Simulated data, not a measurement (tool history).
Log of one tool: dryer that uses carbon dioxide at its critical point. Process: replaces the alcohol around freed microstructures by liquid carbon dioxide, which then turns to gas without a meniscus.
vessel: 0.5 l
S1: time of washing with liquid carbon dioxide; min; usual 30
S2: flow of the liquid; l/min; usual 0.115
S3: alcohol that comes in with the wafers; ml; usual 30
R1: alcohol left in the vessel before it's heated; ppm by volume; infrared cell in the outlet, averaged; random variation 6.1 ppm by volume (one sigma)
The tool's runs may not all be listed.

run   hour  S1     S2   S3    R1
  1      0  30  0.115   30   319
  2    5.7  46  0.115   30    37
  3   12.5  46  0.115   30    32
  4   23.7  41  0.115   30    56
  5     32  30  0.115   30   327
  6   38.5  30  0.153   30    78
  7   49.6  30  0.153   30    79
  8   54.8  30  0.153   30    77
  9   60.9  30  0.153   30    77
 10     72  30  0.153   30    89
 11   77.5  30  0.153   30    85
 12   85.1  30  0.153   30    79
 13   90.3  30  0.115   30   360
 14   96.4  30  0.115   30   356
 15  102.3  30  0.115   30   362
 16  110.1  30  0.115   30   370
 17  119.3  30  0.151   30   100
 18  128.3  30  0.151   25    84
 19  138.9  30  0.115   30   380
 20  146.1  30  0.115   30   378
 21    154  30  0.115   30   396
 22  164.2  30  0.115   20   269
     168.8  -- inlet filter changed
 23  175.2  30  0.115   20   182
 24  185.5  30  0.094   30   666
 25  191.8  30  0.094   30   664
 26  202.5  30  0.094   30   681
 27  213.7  31  0.194   32    36
 28  223.8  30  0.147   64   160
 29  233.5  27  0.124   90   977
 30  244.9  33  0.093   30   487
 31    251  33  0.194   25    38
 32  257.4  33  0.194   25    37
 33  268.2  18  0.159   25   659
 34  280.1  30  0.132   30   152
 35  290.7  44   0.07   29   452
 36  295.6  30  0.175   62    73
 37  302.2  30  0.161  102   169
 38  310.8  30  0.161  102   161
 39  321.8  38  0.143   30    51
 40  331.5  38   0.08   86  1467
 41  341.7  33  0.115   30   207
 42  348.2  30  0.115   94   987
 43  353.3  30  0.115   94  1000
 44  358.7  30  0.115   94   994
 45  364.1  30  0.119   83   761
 46  370.4  30  0.119   83   777

4 ways to go on from here, each from the tool as it stands after run 46. What would each give?
  A  379.6  30  0.072  83   ?
  B  379.6  35  0.115  30   ?
  C  379.6  28  0.079  38   ?
  D  379.6  30  0.119  34   ?

run    R1
  A  5826
  B   166
  C  2454
  D   333
Without the tool's hidden state the same runs would have given:
run    R1
  A  4756
  B    93
  C  1979
  D   215

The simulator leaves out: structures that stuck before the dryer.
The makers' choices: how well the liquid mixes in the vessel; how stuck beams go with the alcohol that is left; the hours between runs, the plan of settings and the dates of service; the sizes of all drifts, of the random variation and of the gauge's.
